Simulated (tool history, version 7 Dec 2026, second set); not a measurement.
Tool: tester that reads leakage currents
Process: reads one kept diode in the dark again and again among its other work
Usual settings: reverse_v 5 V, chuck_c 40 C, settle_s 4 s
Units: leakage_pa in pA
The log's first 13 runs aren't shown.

run	hour	reverse_v	chuck_c	settle_s	leakage_pa
14	1867.1	7.12	40	4	211.16
15	1957.4	5	40	1.52	186.74
# hour 2064.6: probe card cleaned and baked
16	2090	5	40	1.52	182.38
# hour 2157.4: chuck's temperature calibrated
17	2180.1	5	30	4	84.55
18	2265	5	30	4	84.52
19	2367.4	5	40	4	190.8
20	2569.1	5	40	4	189.81
21	2702.8	5	40	4	189.8
22	2876.2	3.78	30	4	76.08
23	3062.2	9.31	26	2.49	74.72
24	3166.9	1.64	40	1.02	127.7
25	3336.4	2.84	40	3.83	154.82
26	3508.6	2.84	40	0.5	155.29
27	3607.4	2.84	40	0.5	154.66
28	3718.8	2.84	27	0.5	53.49
29	3920.5	2.84	27	0.5	53.44

The next listed run, before its measurement:
30	4041.6	2.84	27	0.5	?

leakage_pa: 53.22 pA
Without the tool's hidden state the same run would have given leakage_pa 54.62 pA.
